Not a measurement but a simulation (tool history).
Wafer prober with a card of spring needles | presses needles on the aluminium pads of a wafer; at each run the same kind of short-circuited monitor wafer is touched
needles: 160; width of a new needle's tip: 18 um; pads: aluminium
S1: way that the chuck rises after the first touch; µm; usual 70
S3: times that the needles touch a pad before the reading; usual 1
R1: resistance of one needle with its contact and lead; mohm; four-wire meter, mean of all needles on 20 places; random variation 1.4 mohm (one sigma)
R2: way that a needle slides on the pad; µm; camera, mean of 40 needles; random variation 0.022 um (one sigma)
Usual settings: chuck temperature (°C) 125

run 1 hour=0 | S1=70 chuck_temperature_(°C)=125 S3=1 | R1=224 R2=18.13
-- hour=5.5 tips cleaned on abrasive film
-- hour=14.6 tips cleaned on abrasive film
run 2 hour=19.7 | S1=70 chuck_temperature_(°C)=125 S3=1 | R1=227 R2=18.14
-- hour=23.5 tips cleaned on abrasive film
-- hour=32.6 tips cleaned on abrasive film
-- hour=41.7 tips cleaned on abrasive film
run 3 hour=44 | S1=70 chuck_temperature_(°C)=125 S3=1 | R1=229 R2=18.14
-- hour=49.5 tips cleaned on abrasive film
-- hour=56.8 tips cleaned on abrasive film
-- hour=66 tips cleaned on abrasive film
-- hour=73.3 tips cleaned on abrasive film
run 4 hour=77.7 | S1=70 chuck_temperature_(°C)=125 S3=1 | R1=225 R2=18.15
-- hour=81.4 tips cleaned on abrasive film
-- hour=90.5 tips cleaned on abrasive film
-- hour=99.7 tips cleaned on abrasive film
run 5 hour=103.9 | S1=70 chuck_temperature_(°C)=72 S3=1 | R1=215 R2=18.14
-- hour=107.6 tips cleaned on abrasive film
-- hour=109.7 height of the first contact set anew
-- hour=117 tips cleaned on abrasive film
run 6 hour=122 | S1=70 chuck_temperature_(°C)=125 S3=1 | R1=226 R2=18.15
-- hour=125.7 tips cleaned on abrasive film
-- hour=134.9 tips cleaned on abrasive film
-- hour=144 tips cleaned on abrasive film
run 7 hour=147.9 | S1=70 chuck_temperature_(°C)=125 S3=1 | R1=228 R2=18.19
-- hour=151.6 tips cleaned on abrasive film
-- hour=160.6 tips cleaned on abrasive film
-- hour=169.8 tips cleaned on abrasive film
-- hour=177.1 tips cleaned on abrasive film
-- hour=186.2 tips cleaned on abrasive film
run 8 hour=190.8 | S1=70 chuck_temperature_(°C)=125 S3=1 | R1=227 R2=18.22
-- hour=194.5 tips cleaned on abrasive film
-- hour=203.6 tips cleaned on abrasive film
-- hour=210.9 tips cleaned on abrasive film
-- hour=220.1 tips cleaned on abrasive film
run 9 hour=223.5 | S1=70 chuck_temperature_(°C)=70 S3=1 | R1=216 R2=18.19
-- hour=229 tips cleaned on abrasive film
-- hour=238.1 tips cleaned on abrasive film
-- hour=245.5 tips cleaned on abrasive film
run 10 hour=245.7 | S1=79 chuck_temperature_(°C)=125 S3=1 | R1=223 R2=20.57
-- hour=253.1 tips cleaned on abrasive film
-- hour=262.2 tips cleaned on abrasive film
-- hour=269.5 tips cleaned on abrasive film
-- hour=278.6 tips cleaned on abrasive film
run 11 hour=284.7 | S1=79 chuck_temperature_(°C)=125 S3=1 | R1=224 R2=20.6
-- hour=286.6 tips cleaned on abrasive film
-- hour=295.7 tips cleaned on abrasive film
-- hour=304.9 tips cleaned on abrasive film
-- hour=312.2 tips cleaned on abrasive film
-- hour=321.3 tips cleaned on abrasive film
run 12 hour=327.9 | S1=70 chuck_temperature_(°C)=125 S3=2 | R1=229 R2=18.25
-- hour=329.8 tips cleaned on abrasive film
-- hour=337.1 tips cleaned on abrasive film
-- hour=346.3 tips cleaned on abrasive film
run 13 hour=349.7 | S1=70 chuck_temperature_(°C)=125 S3=2 | R1=228 R2=18.31
-- hour=355.2 tips cleaned on abrasive film
-- hour=362.5 tips cleaned on abrasive film
-- hour=371.7 tips cleaned on abrasive film
run 14 hour=376.9 | S1=70 chuck_temperature_(°C)=125 S3=2 | R1=226 R2=18.31
-- hour=380.6 tips cleaned on abrasive film
-- hour=389.7 tips cleaned on abrasive film
-- hour=398.9 tips cleaned on abrasive film
run 15 hour=401.5 | S1=70 chuck_temperature_(°C)=125 S3=2 | R1=226 R2=18.31
-- hour=407 tips cleaned on abrasive film
-- hour=411 height of the first contact set anew
-- hour=416.4 tips cleaned on abrasive film
-- hour=425.5 tips cleaned on abrasive film
run 16 hour=430.1 | S1=73 chuck_temperature_(°C)=125 S3=2 | R1=224 R2=19.11
-- hour=433.8 tips cleaned on abrasive film
-- hour=442.9 tips cleaned on abrasive film
run 17 hour=448.5 | S1=73 chuck_temperature_(°C)=125 S3=2 | R1=225 R2=19.2
-- hour=450.4 tips cleaned on abrasive film
-- hour=459.6 tips cleaned on abrasive film
-- hour=468.6 tips cleaned on abrasive film
run 18 hour=474.7 | S1=73 chuck_temperature_(°C)=125 S3=2 | R1=225 R2=19.1
-- hour=476.6 tips cleaned on abrasive film
-- hour=485.7 tips cleaned on abrasive film
-- hour=494.9 tips cleaned on abrasive film
run 19 hour=496.5 | S1=71 chuck_temperature_(°C)=86 S3=1 | R1=216 R2=18.65
-- hour=503.8 tips cleaned on abrasive film
-- hour=512.9 tips cleaned on abrasive film
-- hour=522.1 tips cleaned on abrasive film
run 20 hour=526.2 | S1=77 chuck_temperature_(°C)=86 S3=1 | R1=218 R2=20.16
-- hour=530 tips cleaned on abrasive film
-- hour=537.3 tips cleaned on abrasive film
-- hour=546.4 tips cleaned on abrasive film
-- hour=555.5 tips cleaned on abrasive film
run 21 hour=558.7 | S1=77 chuck_temperature_(°C)=86 S3=1 | R1=217 R2=20.21
-- hour=564.2 tips cleaned on abrasive film
-- hour=573.4 tips cleaned on abrasive film
-- hour=582.5 tips cleaned on abrasive film
-- hour=591.6 tips cleaned on abrasive film
run 22 hour=598.1 | S1=55 chuck_temperature_(°C)=34 S3=1 | R1=209 R2=14.42
-- hour=600 tips cleaned on abrasive film
-- hour=607.3 tips cleaned on abrasive film
-- hour=616.4 tips cleaned on abrasive film
-- hour=625.6 tips cleaned on abrasive film
run 23 hour=631.3 | S1=82 chuck_temperature_(°C)=76 S3=1 | R1=212 R2=21.58
-- hour=633.2 tips cleaned on abrasive film
-- hour=642.3 tips cleaned on abrasive film
-- hour=651.4 tips cleaned on abrasive film
-- hour=660.5 tips cleaned on abrasive film
run 24 hour=660.8 | S1=62 chuck_temperature_(°C)=77 S3=2 | R1=216 R2=16.28
-- hour=668.1 tips cleaned on abrasive film
-- hour=677.2 tips cleaned on abrasive film
-- hour=686.3 tips cleaned on abrasive film
-- hour=695.5 tips cleaned on abrasive film
run 25 hour=699.3 | S1=54 chuck_temperature_(°C)=59 S3=1 | R1=214 R2=14.21
-- hour=703 tips cleaned on abrasive film
-- hour=710.5 height of the first contact set anew
-- hour=712.4 tips cleaned on abrasive film
-- hour=719.7 tips cleaned on abrasive film
-- hour=728.9 tips cleaned on abrasive film
-- hour=738 tips cleaned on abrasive film
run 26 hour=739.3 | S1=75 chuck_temperature_(°C)=35 S3=1 | R1=205 R2=19.76
-- hour=746.6 tips cleaned on abrasive film
-- hour=755.8 tips cleaned on abrasive film
-- hour=764.9 tips cleaned on abrasive film
-- hour=774 tips cleaned on abrasive film
run 27 hour=775.8 | S1=76 chuck_temperature_(°C)=112 S3=1 | R1=223 R2=20.1
-- hour=783.1 tips cleaned on abrasive film
-- hour=792.2 tips cleaned on abrasive film
-- hour=799.5 tips cleaned on abrasive film
run 28 hour=805.1 | S1=66 chuck_temperature_(°C)=81 S3=1 | R1=216 R2=17.43

Forecast each of these 3 alternatives for the next run:
-- hour=807 tips cleaned on abrasive film
-- hour=816.1 tips cleaned on abrasive film
-- hour=825.3 tips cleaned on abrasive film
-- hour=832.6 tips cleaned on abrasive film
run A hour=833.4 | S1=71 chuck_temperature_(°C)=28 S3=2 | R1=? R2=?
-- hour=807 tips cleaned on abrasive film
-- hour=816.1 tips cleaned on abrasive film
-- hour=825.3 tips cleaned on abrasive film
-- hour=832.6 tips cleaned on abrasive film
run B hour=833.4 | S1=56 chuck_temperature_(°C)=94 S3=1 | R1=? R2=?
-- hour=807 tips cleaned on abrasive film
-- hour=816.1 tips cleaned on abrasive film
-- hour=825.3 tips cleaned on abrasive film
-- hour=832.6 tips cleaned on abrasive film
run C hour=833.4 | S1=66 chuck_temperature_(°C)=81 S3=2 | R1=? R2=?

run=A R1=204 R2=18.79
run=B R1=224 R2=14.8
run=C R1=219 R2=17.46
Without the tool's hidden state the same runs would have given:
run=A R1=203 R2=18.41
run=B R1=224 R2=14.5
run=C R1=219 R2=17.11
